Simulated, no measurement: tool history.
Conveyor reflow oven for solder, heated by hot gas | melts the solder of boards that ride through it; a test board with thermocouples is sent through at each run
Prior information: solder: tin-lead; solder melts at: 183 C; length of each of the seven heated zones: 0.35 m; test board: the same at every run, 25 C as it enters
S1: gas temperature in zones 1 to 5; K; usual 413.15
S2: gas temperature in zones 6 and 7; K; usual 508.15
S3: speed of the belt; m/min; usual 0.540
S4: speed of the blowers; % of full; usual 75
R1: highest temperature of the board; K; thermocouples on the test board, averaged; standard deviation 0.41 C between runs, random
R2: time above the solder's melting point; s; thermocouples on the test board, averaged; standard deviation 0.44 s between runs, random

run,day,S1,S2,S3,S4,R1,R2
1,0.000,413.15,508.15,0.540,75,488.95,57.1
2,1.962,413.15,508.15,0.540,75,488.75,57.9
3,4.225,413.15,508.15,0.540,75,489.65,57.1
4,5.879,413.15,508.15,0.540,75,487.95,56.4
5,7.321,413.15,508.15,0.540,75,488.15,57.0
6,8.883,413.15,508.15,0.540,75,488.55,56.5
7,10.225,413.15,508.15,0.540,75,488.65,56.4
8,12.454,413.15,508.15,0.540,75,487.05,56.6
# day 12.842: flux residue cleaned out of gas plates and filters
9,14.808,413.15,508.15,0.540,75,485.35,53.6
10,16.138,413.15,508.15,0.540,75,484.25,53.2
# day 17.271: flux residue cleaned out of gas plates and filters, once more
11,17.350,413.15,508.15,0.540,64,488.15,56.5
12,19.033,413.15,511.15,0.433,75,500.35,82.9
13,21.258,413.15,507.15,0.448,73,496.25,76.7
14,22.579,413.15,519.15,0.540,79,503.05,66.9
15,24.008,413.15,499.15,0.477,75,487.05,64.5

Measured minus without-hidden-state, run by run (identical run-to-run variation in each term; gauge scatter may differ):
Hidden conditions of the tool in this case: heat that the gas passes to the board, % of a clean oven's; belt's true speed, % of the reading; true gas temperature in zones 6 and 7 over the reading, C; drift of the gauge itself on peak_c, C; drift of the gauge itself on liquid_s, %.
run,R1,R2
1,-2.50,-2.3
2,-2.60,-2.4
3,-2.90,-2.6
4,-2.90,-2.7
5,-3.10,-2.8
6,-3.10,-2.9
7,-3.20,-3.0
8,-3.40,-3.2
9,-6.00,-6.2
10,-6.20,-6.3
11,+0.60,+0.8
12,+0.50,+0.8
13,+0.40,+0.8
14,+0.20,+0.6
15,+0.30,+0.5
